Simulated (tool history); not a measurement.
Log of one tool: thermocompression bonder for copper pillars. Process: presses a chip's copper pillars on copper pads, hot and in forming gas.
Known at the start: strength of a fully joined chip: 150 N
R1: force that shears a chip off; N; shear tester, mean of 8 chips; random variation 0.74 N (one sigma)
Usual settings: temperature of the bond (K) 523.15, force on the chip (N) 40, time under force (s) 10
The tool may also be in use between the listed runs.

{"run": 1, "hour": 0.0, "temperature of the bond (K)": 523.15, "force on the chip (N)": 40, "time under force (s)": 10, "R1": 96.7}
{"run": 2, "hour": 56.4, "temperature of the bond (K)": 523.15, "force on the chip (N)": 40, "time under force (s)": 10, "R1": 95.8}
{"run": 3, "hour": 115.1, "temperature of the bond (K)": 523.15, "force on the chip (N)": 40, "time under force (s)": 10, "R1": 95.6}
{"run": 4, "hour": 156.1, "temperature of the bond (K)": 523.15, "force on the chip (N)": 40, "time under force (s)": 10, "R1": 95.9}
{"run": 5, "hour": 196.6, "temperature of the bond (K)": 523.15, "force on the chip (N)": 40, "time under force (s)": 10, "R1": 96.7}
{"run": 6, "hour": 241.5, "temperature of the bond (K)": 523.15, "force on the chip (N)": 40, "time under force (s)": 10, "R1": 94.7}
{"run": 7, "hour": 315.4, "temperature of the bond (K)": 523.15, "force on the chip (N)": 40, "time under force (s)": 10, "R1": 95.0}
{"run": 8, "hour": 399.5, "temperature of the bond (K)": 523.15, "force on the chip (N)": 40, "time under force (s)": 10, "R1": 96.3}
{"run": 9, "hour": 458.8, "temperature of the bond (K)": 523.15, "force on the chip (N)": 40, "time under force (s)": 10, "R1": 94.9}
{"run": 10, "hour": 548.3, "temperature of the bond (K)": 523.15, "force on the chip (N)": 40, "time under force (s)": 10, "R1": 95.4}
{"run": 11, "hour": 594.9, "temperature of the bond (K)": 523.15, "force on the chip (N)": 40, "time under force (s)": 14, "R1": 106.0}
{"run": 12, "hour": 682.7, "temperature of the bond (K)": 523.15, "force on the chip (N)": 40, "time under force (s)": 11, "R1": 98.1}
{"run": 13, "hour": 769.9, "temperature of the bond (K)": 523.15, "force on the chip (N)": 40, "time under force (s)": 11, "R1": 97.1}
{"run": 14, "hour": 826.9, "temperature of the bond (K)": 523.15, "force on the chip (N)": 40, "time under force (s)": 11, "R1": 97.6}
{"run": 15, "hour": 880.0, "temperature of the bond (K)": 523.15, "force on the chip (N)": 42, "time under force (s)": 11, "R1": 101.9}
{"run": 16, "hour": 919.6, "temperature of the bond (K)": 523.15, "force on the chip (N)": 42, "time under force (s)": 20, "R1": 115.9}
{"run": 17, "hour": 988.2, "temperature of the bond (K)": 523.15, "force on the chip (N)": 40, "time under force (s)": 10, "R1": 95.8}
{"run": 18, "hour": 1060.5, "temperature of the bond (K)": 523.15, "force on the chip (N)": 40, "time under force (s)": 5, "R1": 76.9}
{"run": 19, "hour": 1105.6, "temperature of the bond (K)": 523.15, "force on the chip (N)": 40, "time under force (s)": 5, "R1": 78.6}
{"run": 20, "hour": 1195.1, "temperature of the bond (K)": 523.15, "force on the chip (N)": 40, "time under force (s)": 10, "R1": 96.6}
{"run": 21, "hour": 1265.9, "temperature of the bond (K)": 523.15, "force on the chip (N)": 40, "time under force (s)": 10, "R1": 96.3}
{"run": 22, "hour": 1306.3, "temperature of the bond (K)": 536.15, "force on the chip (N)": 51, "time under force (s)": 15, "R1": 123.1}
{"run": 23, "hour": 1363.5, "temperature of the bond (K)": 536.15, "force on the chip (N)": 51, "time under force (s)": 15, "R1": 124.1}
{"run": 24, "hour": 1426.6, "temperature of the bond (K)": 498.15, "force on the chip (N)": 51, "time under force (s)": 16, "R1": 99.6}
{"run": 25, "hour": 1498.3, "temperature of the bond (K)": 535.15, "force on the chip (N)": 40, "time under force (s)": 20, "R1": 121.6}
{"run": 26, "hour": 1546.3, "temperature of the bond (K)": 545.15, "force on the chip (N)": 40, "time under force (s)": 10, "R1": 113.3}
{"run": 27, "hour": 1637.2, "temperature of the bond (K)": 496.15, "force on the chip (N)": 49, "time under force (s)": 10, "R1": 83.6}
{"run": 28, "hour": 1679.8, "temperature of the bond (K)": 496.15, "force on the chip (N)": 49, "time under force (s)": 10, "R1": 82.4}
{"run": 29, "hour": 1728.7, "temperature of the bond (K)": 496.15, "force on the chip (N)": 49, "time under force (s)": 10, "R1": 82.4}
{"run": 30, "hour": 1797.3, "temperature of the bond (K)": 496.15, "force on the chip (N)": 49, "time under force (s)": 10, "R1": 81.2}
{"run": 31, "hour": 1840.0, "temperature of the bond (K)": 520.15, "force on the chip (N)": 45, "time under force (s)": 9, "R1": 95.0}
{"run": 32, "hour": 1892.2, "temperature of the bond (K)": 545.15, "force on the chip (N)": 45, "time under force (s)": 9, "R1": 112.2}
{"run": 33, "hour": 1975.4, "temperature of the bond (K)": 545.15, "force on the chip (N)": 45, "time under force (s)": 9, "R1": 112.6}
{"run": 34, "hour": 2012.9, "temperature of the bond (K)": 545.15, "force on the chip (N)": 45, "time under force (s)": 24, "R1": 132.0}
{"run": 35, "hour": 2062.5, "temperature of the bond (K)": 545.15, "force on the chip (N)": 38, "time under force (s)": 24, "R1": 128.5}
{"run": 36, "hour": 2119.5, "temperature of the bond (K)": 513.15, "force on the chip (N)": 29, "time under force (s)": 9, "R1": 77.2}
{"run": 37, "hour": 2179.0, "temperature of the bond (K)": 512.15, "force on the chip (N)": 30, "time under force (s)": 6, "R1": 63.8}
{"run": 38, "hour": 2216.6, "temperature of the bond (K)": 516.15, "force on the chip (N)": 32, "time under force (s)": 6, "R1": 68.0}
{"run": 39, "hour": 2296.2, "temperature of the bond (K)": 523.15, "force on the chip (N)": 49, "time under force (s)": 10, "R1": 101.8}
{"run": 40, "hour": 2378.2, "temperature of the bond (K)": 525.15, "force on the chip (N)": 40, "time under force (s)": 10, "R1": 96.7}
{"run": 41, "hour": 2444.1, "temperature of the bond (K)": 501.15, "force on the chip (N)": 40, "time under force (s)": 5, "R1": 60.2}

Taken out of this log: 3 entries between the listed runs. Where each belongs, and how the hidden state differs across it:
Between runs 17 and 18: forming gas filter changed (hour 1030.0)
  true temperature of the bond over the reading, C: 2.6 -> 2.7; force that reaches the chip, % of what is set: 96.9 -> 96.7; oxide that the forming gas leaves, % of the face: 2.64 -> 0.62
  measured less the result without the state, R1: -1.2 -> +0.7 N
Between runs 35 and 36: forming gas filter changed (hour 2114.2)
  true temperature of the bond over the reading, C: 5.2 -> 5.4; force that reaches the chip, % of what is set: 94.4 -> 94.3; oxide that the forming gas leaves, % of the face: 2.66 -> 0.56
  measured less the result without the state, R1: -1.8 -> +2.0 N
Between runs 36 and 37: heater calibrated with a thermocouple chip (hour 2166.5)
  true temperature of the bond over the reading, C: 5.4 -> 0.7; force that reaches the chip, % of what is set: 94.3 -> 94.1; oxide that the forming gas leaves, % of the face: 0.56 -> 0.68
  measured less the result without the state, R1: +2.0 -> -1.5 N

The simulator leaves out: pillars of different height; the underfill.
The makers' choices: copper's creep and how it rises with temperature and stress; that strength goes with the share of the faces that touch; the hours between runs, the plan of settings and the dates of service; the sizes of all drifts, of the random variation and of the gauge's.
